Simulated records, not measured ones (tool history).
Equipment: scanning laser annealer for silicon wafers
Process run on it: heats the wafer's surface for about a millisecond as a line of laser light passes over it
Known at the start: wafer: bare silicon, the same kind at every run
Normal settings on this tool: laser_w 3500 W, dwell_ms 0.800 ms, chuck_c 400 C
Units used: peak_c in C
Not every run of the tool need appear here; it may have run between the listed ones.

run,hour,laser_w,dwell_ms,chuck_c,peak_c
1,0.0,3500,0.800,400,1148
2,28.7,3500,0.800,394,1141
3,70.1,3500,0.800,394,1142
4,123.3,3500,0.800,394,1137
5,167.7,3500,0.800,400,1142
6,199.7,3500,0.800,400,1140
7,245.5,3500,0.800,400,1138
8,279.8,3500,0.800,400,1139
9,314.8,3500,0.800,400,1135
10,345.8,3500,0.800,400,1137
11,369.4,3500,0.800,400,1135
12,392.4,3500,0.800,400,1137
13,431.4,3500,0.800,404,1138
14,474.7,3500,0.800,400,1131
15,497.6,3500,0.800,400,1129
16,532.6,3500,0.800,398,1128
17,572.0,3500,0.800,398,1125
18,618.6,3327,0.800,400,1077
19,657.5,3500,0.800,397,1124
20,688.2,3500,0.800,397,1124
# hour 693.4: laser's power meter calibrated
21,722.8,3154,0.800,397,1028
22,762.1,3719,0.978,377,1236
# hour 776.8: optics aligned, line set to its width
23,819.8,3089,0.800,400,1030
24,843.4,3500,0.779,361,1101
25,883.3,3400,0.800,411,1127
26,915.5,3276,0.907,411,1134
27,953.6,3633,0.695,411,1145
# hour 972.0: laser's power meter calibrated, once more
28,991.6,3516,0.829,426,1177
29,1034.8,3516,0.829,426,1175
30,1074.2,3500,0.943,376,1161
31,1108.0,3177,0.609,379,944
32,1141.4,3177,0.956,419,1115
33,1172.1,3459,0.813,392,1115
34,1202.1,3437,0.865,392,1127
35,1238.7,3437,0.865,392,1127
36,1283.5,3437,0.865,392,1124
37,1325.4,3437,0.865,392,1124
38,1348.8,3437,0.865,392,1116
39,1398.0,3655,0.563,400,1048
40,1430.6,3655,0.563,400,1047
41,1481.6,3683,0.563,409,1063
42,1523.5,3683,0.563,409,1059

Measured less the same run without the tool's hidden state. The same run-to-run variation is in both; the gauge's scatter may not be:
What the log doesn't record here: light that passes the window, % of a clean one's; laser's true power over the reading, %; width of the line over the set one, %; drift of the gauge itself on peak_c, C.
run,peak_c
1,-23
2,-24
3,-26
4,-28
5,-29
6,-31
7,-33
8,-34
9,-35
10,-36
11,-37
12,-38
13,-39
14,-41
15,-42
16,-42
17,-43
18,-43
19,-47
20,-48
21,-41
22,-58
23,-19
24,-24
25,-25
26,-26
27,-27
28,-38
29,-39
30,-44
31,-32
32,-41
33,-43
34,-45
35,-46
36,-49
37,-50
38,-51
39,-46
40,-47
41,-50
42,-51

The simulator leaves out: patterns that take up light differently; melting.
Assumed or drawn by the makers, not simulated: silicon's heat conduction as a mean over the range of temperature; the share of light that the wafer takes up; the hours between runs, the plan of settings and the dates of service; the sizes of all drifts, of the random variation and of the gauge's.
